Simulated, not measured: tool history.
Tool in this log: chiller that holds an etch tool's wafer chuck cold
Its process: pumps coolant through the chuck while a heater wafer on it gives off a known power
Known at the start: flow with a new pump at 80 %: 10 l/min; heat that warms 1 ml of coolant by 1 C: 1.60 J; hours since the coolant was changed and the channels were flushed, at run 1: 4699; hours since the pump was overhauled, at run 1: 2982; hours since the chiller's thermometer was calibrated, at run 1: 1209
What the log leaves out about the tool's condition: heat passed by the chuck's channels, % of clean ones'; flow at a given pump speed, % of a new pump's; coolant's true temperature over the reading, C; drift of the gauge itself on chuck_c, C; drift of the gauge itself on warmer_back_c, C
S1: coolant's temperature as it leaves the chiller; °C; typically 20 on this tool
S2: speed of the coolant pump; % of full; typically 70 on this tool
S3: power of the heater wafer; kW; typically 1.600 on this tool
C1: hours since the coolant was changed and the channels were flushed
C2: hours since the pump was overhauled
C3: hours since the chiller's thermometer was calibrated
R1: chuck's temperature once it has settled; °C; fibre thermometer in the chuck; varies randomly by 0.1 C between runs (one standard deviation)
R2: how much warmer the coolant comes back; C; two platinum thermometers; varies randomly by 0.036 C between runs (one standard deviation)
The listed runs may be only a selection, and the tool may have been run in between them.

Run 1, hour 0.0: usual settings; C1 4699; C2 2982; C3 1209. Result: R1 32.8 °C, R2 7.03 C.
Run 2, hour 90.5: usual settings; C1 4790; C2 3072; C3 1299. Result: R1 32.8 °C, R2 7.00 C.
Run 3, hour 229.0: usual settings but S1 23 °C; C1 4928; C2 3211; C3 1438. Result: R1 35.9 °C, R2 7.08 C.
Run 4, hour 346.0: usual settings but S1 23 °C; C1 5045; C2 3328; C3 1555. Result: R1 35.7 °C, R2 7.08 C.
Run 5, hour 457.0: usual settings but S1 15 °C; C1 5156; C2 3439; C3 1666. Result: R1 27.8 °C, R2 6.99 C.
Run 6, hour 535.2: usual settings but S1 15 °C; C1 5234; C2 3517; C3 1744. Result: R1 27.9 °C, R2 7.11 C.
Run 7, hour 641.1: usual settings; C1 5340; C2 3623; C3 1850. Result: R1 32.9 °C, R2 7.05 C.
Run 8, hour 761.1: usual settings; C1 5460; C2 3743; C3 1970. Result: R1 32.9 °C, R2 7.15 C.
Run 9, hour 871.7: usual settings; C1 5571; C2 3854; C3 2080. Result: R1 33.0 °C, R2 7.13 C.
Run 10, hour 1001.4: usual settings; C1 5700; C2 3983; C3 2210. Result: R1 32.9 °C, R2 7.10 C.
Run 11, hour 1115.2: usual settings but S3 1.040 kW; C1 5814; C2 4097; C3 2324. Result: R1 28.3 °C, R2 4.70 C.
Run 12, hour 1262.7: usual settings but S3 1.040 kW; C1 5962; C2 4245; C3 2471. Result: R1 28.3 °C, R2 4.65 C.
Run 13, hour 1347.7: usual settings but S3 1.040 kW; C1 6047; C2 4330; C3 2556. Result: R1 28.3 °C, R2 4.70 C.
Run 14, hour 1446.7: usual settings but S3 1.040 kW; C1 6146; C2 4429; C3 2655. Result: R1 28.3 °C, R2 4.69 C.
Run 15, hour 1517.2: usual settings but S1 11 °C; C1 6216; C2 4499; C3 2726. Result: R1 24.1 °C, R2 7.08 C.
Run 16, hour 1596.3: usual settings but S1 11 °C; C1 6295; C2 4578; C3 2805. Result: R1 24.3 °C, R2 7.22 C.
Run 17, hour 1748.7: usual settings but S1 19 °C, S2 66 % of full; C1 6448; C2 4731; C3 2957. Result: R1 32.7 °C, R2 7.58 C.
Run 18, hour 1859.2: usual settings but S2 91 % of full, S3 1.056 kW; C1 6558; C2 4841; C3 3068. Result: R1 27.1 °C, R2 3.74 C.
Run 19, hour 2008.1: usual settings but S2 64 % of full; C1 6707; C2 4990; C3 3217. Result: R1 34.2 °C, R2 7.88 C.
Run 20, hour 2096.1: usual settings but S2 75 % of full, S3 1.139 kW; C1 6795; C2 5078; C3 3305. Result: R1 29.0 °C, R2 4.84 C.
Run 21, hour 2227.3: usual settings but S2 61 % of full, S3 2.313 kW; C1 6926; C2 5209; C3 3436. Result: R1 41.1 °C, R2 11.96 C.
Run 22, hour 2381.8: usual settings but S2 93 % of full, S3 0.826 kW; C1 7081; C2 5364; C3 3591. Result: R1 25.4 °C, R2 2.84 C.
Run 23, hour 2455.5: usual settings but S2 93 % of full, S3 0.826 kW; C1 7155; C2 5437; C3 3664. Result: R1 25.4 °C, R2 2.91 C.
Run 24, hour 2600.0: usual settings but S1 14 °C, S2 62 % of full, S3 0.911 kW; C1 7299; C2 5582; C3 3809. Result: R1 22.1 °C, R2 4.67 C.

What will run 25 give?
Run 25, hour 2674.3: usual settings but S2 71 % of full, S3 1.256 kW; C1 7373; C2 5656; C3 3883. Result: R1 ?, R2 ?.

Run 25 gave R1 30.3 °C, R2 5.62 C.
Had the tool carried no hidden state, the very same run would have given R1 29.1 °C, R2 5.25 C.
